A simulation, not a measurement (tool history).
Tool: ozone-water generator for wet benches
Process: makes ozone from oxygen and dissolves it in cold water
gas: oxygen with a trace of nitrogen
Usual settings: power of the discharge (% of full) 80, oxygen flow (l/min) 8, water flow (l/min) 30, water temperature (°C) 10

run   hour  power of the discharge (% of full)  oxygen flow (l/min)  water flow (l/min)  water temperature (°C)  dissolved ozone (ppm)  ozone in the gas ahead of the water (g/m3)
  1      0                                  80                    8                  30                      10                   28.3                                       275.4
  2   80.9                                  80                 8.15                  30                      10                   28.4                                       273.9
     131.8  -- water thermometer calibrated
  3    142                                  80                 8.15                  30                      10                   27.9                                       275.5
  4  184.5                                  80                    8                  30                      10                   28.1                                       276.9
  5  236.5                                  80                    8                  30                      10                   28.3                                       277.8
  6  316.2                                  80                    8                  30                      10                     28                                       276.3
  7  375.3                                  80                    8                  30                      10                   28.1                                       274.2
  8  416.3                                  65                14.28                  29                      10                   27.1                                       189.5

The next listed run, before its measurement:
  9  464.1                                  68                    8                  30                      10                      ?                                           ?

dissolved ozone (ppm): 24.6
ozone in the gas ahead of the water (g/m3): 247.5
Without the tool's hidden state the same run would have given dissolved ozone (ppm) 26.7, ozone in the gas ahead of the water (g/m3) 264.
